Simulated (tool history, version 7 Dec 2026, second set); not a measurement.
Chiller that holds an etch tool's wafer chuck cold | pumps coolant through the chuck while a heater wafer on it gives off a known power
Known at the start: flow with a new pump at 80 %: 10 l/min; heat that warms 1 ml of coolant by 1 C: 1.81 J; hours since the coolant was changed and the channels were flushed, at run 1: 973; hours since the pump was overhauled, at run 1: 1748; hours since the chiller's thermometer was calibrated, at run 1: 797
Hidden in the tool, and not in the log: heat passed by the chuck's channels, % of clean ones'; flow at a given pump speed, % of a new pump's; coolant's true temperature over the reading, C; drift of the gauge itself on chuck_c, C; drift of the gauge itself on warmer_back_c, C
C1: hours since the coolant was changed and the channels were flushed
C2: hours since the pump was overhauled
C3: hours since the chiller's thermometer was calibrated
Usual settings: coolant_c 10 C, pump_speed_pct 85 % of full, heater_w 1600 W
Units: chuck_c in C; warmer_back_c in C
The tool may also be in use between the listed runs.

Run 1, hour 0.0: usual settings; C1 973; C2 1748; C3 797. Result: chuck_c 24.8 C, warmer_back_c 5.15 C.
Run 2, hour 15.1: usual settings; C1 988; C2 1764; C3 812. Result: chuck_c 24.6 C, warmer_back_c 5.12 C.
Run 3, hour 44.2: usual settings; C1 1017; C2 1793; C3 841. Result: chuck_c 24.7 C, warmer_back_c 5.19 C.
Run 4, hour 65.0: usual settings; C1 1038; C2 1813; C3 862. Result: chuck_c 24.9 C, warmer_back_c 5.19 C.
Run 5, hour 96.8: usual settings; C1 1070; C2 1845; C3 893. Result: chuck_c 24.8 C, warmer_back_c 5.16 C.
Run 6, hour 117.0: usual settings but pump_speed_pct 75 % of full; C1 1090; C2 1865; C3 914. Result: chuck_c 26.2 C, warmer_back_c 5.92 C.
Run 7, hour 148.6: usual settings but heater_w 1243 W; C1 1121; C2 1897; C3 945. Result: chuck_c 21.5 C, warmer_back_c 4.07 C.
Run 8, hour 163.6: usual settings but heater_w 1243 W; C1 1136; C2 1912; C3 960. Result: chuck_c 21.5 C, warmer_back_c 3.98 C.
Run 9, hour 193.8: usual settings but heater_w 1243 W; C1 1167; C2 1942; C3 990. Result: chuck_c 21.5 C, warmer_back_c 4.03 C.
Run 10, hour 207.9: usual settings but pump_speed_pct 93 % of full; C1 1181; C2 1956; C3 1005. Result: chuck_c 23.8 C, warmer_back_c 4.73 C.
Run 11, hour 228.5: usual settings but pump_speed_pct 94 % of full; C1 1201; C2 1977; C3 1025. Result: chuck_c 23.9 C, warmer_back_c 4.71 C.
Run 12, hour 245.8: usual settings; C1 1219; C2 1994; C3 1042. Result: chuck_c 24.8 C, warmer_back_c 5.21 C.
Run 13, hour 269.3: usual settings but coolant_c 14 C; C1 1242; C2 2018; C3 1066. Result: chuck_c 28.8 C, warmer_back_c 5.17 C.
Run 14, hour 287.6: usual settings but coolant_c 14 C; C1 1260; C2 2036; C3 1084. Result: chuck_c 29.0 C, warmer_back_c 5.20 C.
Run 15, hour 308.8: usual settings but coolant_c 19 C, pump_speed_pct 72 % of full, heater_w 1419 W; C1 1282; C2 2057; C3 1106. Result: chuck_c 33.8 C, warmer_back_c 5.38 C.
Run 16, hour 337.1: usual settings but coolant_c 11 C, heater_w 2048 W; C1 1310; C2 2086; C3 1134. Result: chuck_c 30.1 C, warmer_back_c 6.64 C.
Run 17, hour 364.7: usual settings but coolant_c 11 C, heater_w 2048 W; C1 1338; C2 2113; C3 1161. Result: chuck_c 29.9 C, warmer_back_c 6.59 C.
Run 18, hour 386.5: usual settings but coolant_c 17 C, pump_speed_pct 83 % of full, heater_w 2224 W; C1 1359; C2 2135; C3 1183. Result: chuck_c 38.2 C, warmer_back_c 7.41 C.
Run 19, hour 412.8: usual settings but coolant_c 17 C, pump_speed_pct 83 % of full, heater_w 2224 W; C1 1386; C2 2161; C3 1209. Result: chuck_c 38.2 C, warmer_back_c 7.42 C.
Run 20, hour 440.4: usual settings but pump_speed_pct 60 % of full, heater_w 1322 W; C1 1413; C2 2189; C3 1237. Result: chuck_c 25.7 C, warmer_back_c 6.00 C.
Run 21, hour 459.3: usual settings but heater_w 1226 W; C1 1432; C2 2208; C3 1256. Result: chuck_c 21.6 C, warmer_back_c 4.02 C.
Run 22, hour 490.9: usual settings but heater_w 871 W; C1 1464; C2 2239; C3 1288. Result: chuck_c 18.2 C, warmer_back_c 2.87 C.
Run 23, hour 512.7: usual settings but pump_speed_pct 71 % of full, heater_w 871 W; C1 1485; C2 2261; C3 1309. Result: chuck_c 19.0 C, warmer_back_c 3.34 C.
Run 24, hour 529.5: usual settings but coolant_c 15 C, heater_w 2100 W; C1 1502; C2 2278; C3 1326. Result: chuck_c 34.6 C, warmer_back_c 6.81 C.
Run 25, hour 557.8: usual settings but coolant_c 15 C, heater_w 2100 W; C1 1531; C2 2306; C3 1354. Result: chuck_c 34.7 C, warmer_back_c 6.87 C.
Run 26, hour 585.2: usual settings but coolant_c 6 C, pump_speed_pct 84 % of full, heater_w 1122 W; C1 1558; C2 2334; C3 1382. Result: chuck_c 16.6 C, warmer_back_c 3.72 C.

The same runs without the tool's hidden state, with the same run-to-run variation:
run  chuck_c  warmer_back_c
  1     24.2           4.99
  2     24.1           4.96
  3     24.1           5.03
  4     24.3           5.03
  5     24.1           5.00
  6     25.5           5.73
  7     21.1           3.94
  8     21.1           3.85
  9     21.0           3.90
 10     23.2           4.57
 11     23.3           4.55
 12     24.1           5.03
 13     28.1           4.99
 14     28.3           5.02
 15     33.1           5.19
 16     29.2           6.41
 17     29.0           6.35
 18     37.1           7.14
 19     37.1           7.15
 20     24.9           5.78
 21     21.0           3.87
 22     17.8           2.76
 23     18.6           3.21
 24     33.5           6.55
 25     33.6           6.60
 26     16.0           3.57
